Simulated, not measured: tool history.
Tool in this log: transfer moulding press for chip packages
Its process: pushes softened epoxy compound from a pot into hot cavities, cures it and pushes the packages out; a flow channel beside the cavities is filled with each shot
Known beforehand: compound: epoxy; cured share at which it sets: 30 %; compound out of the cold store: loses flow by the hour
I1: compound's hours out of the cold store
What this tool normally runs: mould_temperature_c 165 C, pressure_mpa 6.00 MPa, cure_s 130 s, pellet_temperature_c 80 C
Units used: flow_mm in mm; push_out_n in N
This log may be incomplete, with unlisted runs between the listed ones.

{"run": 1, "hour": 0.0, "mould_temperature_c": 165, "pressure_mpa": 6.0, "cure_s": 130, "pellet_temperature_c": 80, "I1": 22.0, "flow_mm": 878, "push_out_n": 316}
{"hour": 41.1, "done": "plunger's sealing rings changed"}
{"run": 2, "hour": 54.4, "mould_temperature_c": 165, "pressure_mpa": 6.0, "cure_s": 130, "pellet_temperature_c": 80, "I1": 22.0, "flow_mm": 887, "push_out_n": 329}
{"run": 3, "hour": 86.8, "mould_temperature_c": 165, "pressure_mpa": 6.0, "cure_s": 130, "pellet_temperature_c": 80, "I1": 47.6, "flow_mm": 820, "push_out_n": 327}
{"hour": 94.2, "done": "cavities cleaned with cleaning compound and waxed"}
{"run": 4, "hour": 139.8, "mould_temperature_c": 165, "pressure_mpa": 6.0, "cure_s": 130, "pellet_temperature_c": 80, "I1": 8.0, "flow_mm": 918, "push_out_n": 323}
{"hour": 186.4, "done": "cavities cleaned with cleaning compound and waxed"}
{"run": 5, "hour": 193.0, "mould_temperature_c": 165, "pressure_mpa": 6.0, "cure_s": 117, "pellet_temperature_c": 80, "I1": 46.7, "flow_mm": 820, "push_out_n": 360}
{"run": 6, "hour": 252.0, "mould_temperature_c": 165, "pressure_mpa": 6.0, "cure_s": 117, "pellet_temperature_c": 80, "I1": 35.0, "flow_mm": 847, "push_out_n": 371}
{"hour": 277.7, "done": "cavities cleaned with cleaning compound and waxed"}
{"run": 7, "hour": 317.0, "mould_temperature_c": 165, "pressure_mpa": 6.0, "cure_s": 117, "pellet_temperature_c": 80, "I1": 32.9, "flow_mm": 855, "push_out_n": 381}
{"hour": 365.6, "done": "cavities cleaned with cleaning compound and waxed"}
{"run": 8, "hour": 365.6, "mould_temperature_c": 165, "pressure_mpa": 6.0, "cure_s": 117, "pellet_temperature_c": 80, "I1": 13.0, "flow_mm": 910, "push_out_n": 374}
{"run": 9, "hour": 439.2, "mould_temperature_c": 165, "pressure_mpa": 6.0, "cure_s": 130, "pellet_temperature_c": 80, "I1": 20.3, "flow_mm": 874, "push_out_n": 329}
{"hour": 453.2, "done": "cavities cleaned with cleaning compound and waxed"}
{"hour": 462.5, "done": "mould's thermocouples calibrated"}
{"hour": 465.0, "done": "plunger's sealing rings changed"}
{"run": 10, "hour": 499.8, "mould_temperature_c": 165, "pressure_mpa": 6.0, "cure_s": 130, "pellet_temperature_c": 80, "I1": 25.7, "flow_mm": 870, "push_out_n": 332}
{"run": 11, "hour": 535.1, "mould_temperature_c": 165, "pressure_mpa": 6.0, "cure_s": 130, "pellet_temperature_c": 80, "I1": 32.1, "flow_mm": 850, "push_out_n": 311}
{"hour": 548.7, "done": "cavities cleaned with cleaning compound and waxed"}
{"run": 12, "hour": 579.3, "mould_temperature_c": 165, "pressure_mpa": 6.0, "cure_s": 130, "pellet_temperature_c": 80, "I1": 31.1, "flow_mm": 853, "push_out_n": 312}
{"hour": 638.2, "done": "cavities cleaned with cleaning compound and waxed"}
{"run": 13, "hour": 655.7, "mould_temperature_c": 165, "pressure_mpa": 6.0, "cure_s": 130, "pellet_temperature_c": 80, "I1": 10.1, "flow_mm": 907, "push_out_n": 325}
{"run": 14, "hour": 713.0, "mould_temperature_c": 165, "pressure_mpa": 6.0, "cure_s": 130, "pellet_temperature_c": 80, "I1": 41.0, "flow_mm": 833, "push_out_n": 323}
{"hour": 726.8, "done": "cavities cleaned with cleaning compound and waxed"}
{"run": 15, "hour": 772.4, "mould_temperature_c": 160, "pressure_mpa": 7.14, "cure_s": 147, "pellet_temperature_c": 81, "I1": 45.1, "flow_mm": 932, "push_out_n": 356}
{"hour": 816.8, "done": "cavities cleaned with cleaning compound and waxed"}
{"run": 16, "hour": 823.0, "mould_temperature_c": 173, "pressure_mpa": 6.0, "cure_s": 120, "pellet_temperature_c": 81, "I1": 38.3, "flow_mm": 803, "push_out_n": 257}
{"hour": 884.2, "done": "plunger's sealing rings changed"}
{"run": 17, "hour": 902.7, "mould_temperature_c": 173, "pressure_mpa": 6.0, "cure_s": 120, "pellet_temperature_c": 81, "I1": 26.4, "flow_mm": 820, "push_out_n": 277}
{"hour": 907.4, "done": "cavities cleaned with cleaning compound and waxed"}
{"run": 18, "hour": 963.3, "mould_temperature_c": 173, "pressure_mpa": 6.0, "cure_s": 120, "pellet_temperature_c": 81, "I1": 42.7, "flow_mm": 788, "push_out_n": 265}
{"hour": 997.2, "done": "cavities cleaned with cleaning compound and waxed"}
{"run": 19, "hour": 1010.2, "mould_temperature_c": 160, "pressure_mpa": 6.0, "cure_s": 153, "pellet_temperature_c": 85, "I1": 43.9, "flow_mm": 857, "push_out_n": 331}
{"run": 20, "hour": 1052.5, "mould_temperature_c": 163, "pressure_mpa": 5.49, "cure_s": 132, "pellet_temperature_c": 85, "I1": 21.9, "flow_mm": 858, "push_out_n": 367}
{"hour": 1090.5, "done": "cavities cleaned with cleaning compound and waxed"}
{"run": 21, "hour": 1096.8, "mould_temperature_c": 173, "pressure_mpa": 6.0, "cure_s": 115, "pellet_temperature_c": 71, "I1": 19.5, "flow_mm": 838, "push_out_n": 280}
{"run": 22, "hour": 1142.5, "mould_temperature_c": 171, "pressure_mpa": 6.0, "cure_s": 130, "pellet_temperature_c": 80, "I1": 12.6, "flow_mm": 863, "push_out_n": 283}
{"hour": 1180.8, "done": "cavities cleaned with cleaning compound and waxed"}
{"hour": 1191.8, "done": "mould's thermocouples calibrated"}
{"run": 23, "hour": 1212.9, "mould_temperature_c": 160, "pressure_mpa": 6.0, "cure_s": 126, "pellet_temperature_c": 80, "I1": 32.9, "flow_mm": 891, "push_out_n": 492}
{"run": 24, "hour": 1251.9, "mould_temperature_c": 165, "pressure_mpa": 6.0, "cure_s": 130, "pellet_temperature_c": 81, "I1": 19.6, "flow_mm": 885, "push_out_n": 330}
{"hour": 1273.1, "done": "cavities cleaned with cleaning compound and waxed"}
{"hour": 1305.9, "done": "plunger's sealing rings changed"}
{"run": 25, "hour": 1322.9, "mould_temperature_c": 165, "pressure_mpa": 6.0, "cure_s": 126, "pellet_temperature_c": 80, "I1": 18.8, "flow_mm": 887, "push_out_n": 330}
{"hour": 1368.3, "done": "cavities cleaned with cleaning compound and waxed"}
{"run": 26, "hour": 1369.0, "mould_temperature_c": 165, "pressure_mpa": 6.0, "cure_s": 150, "pellet_temperature_c": 80, "I1": 15.8, "flow_mm": 895, "push_out_n": 282}

Alternative continuations, all from the tool just after run 26; predict every row:
{"run": "A", "hour": 1433.2, "mould_temperature_c": 165, "pressure_mpa": 6.0, "cure_s": 165, "pellet_temperature_c": 80, "I1": 22.2, "flow_mm": "?", "push_out_n": "?"}
{"run": "B", "hour": 1433.2, "mould_temperature_c": 157, "pressure_mpa": 5.1, "cure_s": 150, "pellet_temperature_c": 80, "I1": 11.8, "flow_mm": "?", "push_out_n": "?"}
{"run": "C", "hour": 1433.2, "mould_temperature_c": 165, "pressure_mpa": 4.91, "cure_s": 150, "pellet_temperature_c": 80, "I1": 21.2, "flow_mm": "?", "push_out_n": "?"}
{"run": "D", "hour": 1433.2, "mould_temperature_c": 167, "pressure_mpa": 6.14, "cure_s": 150, "pellet_temperature_c": 72, "I1": 15.1, "flow_mm": "?", "push_out_n": "?"}

run=A flow_mm=880 push_out_n=286
run=B flow_mm=890 push_out_n=447
run=C flow_mm=799 push_out_n=277
run=D flow_mm=900 push_out_n=273
The same runs, with their run-to-run variation unchanged, on a tool lacking any hidden condition would have given:
run=A flow_mm=880 push_out_n=283
run=B flow_mm=890 push_out_n=442
run=C flow_mm=800 push_out_n=274
run=D flow_mm=900 push_out_n=270

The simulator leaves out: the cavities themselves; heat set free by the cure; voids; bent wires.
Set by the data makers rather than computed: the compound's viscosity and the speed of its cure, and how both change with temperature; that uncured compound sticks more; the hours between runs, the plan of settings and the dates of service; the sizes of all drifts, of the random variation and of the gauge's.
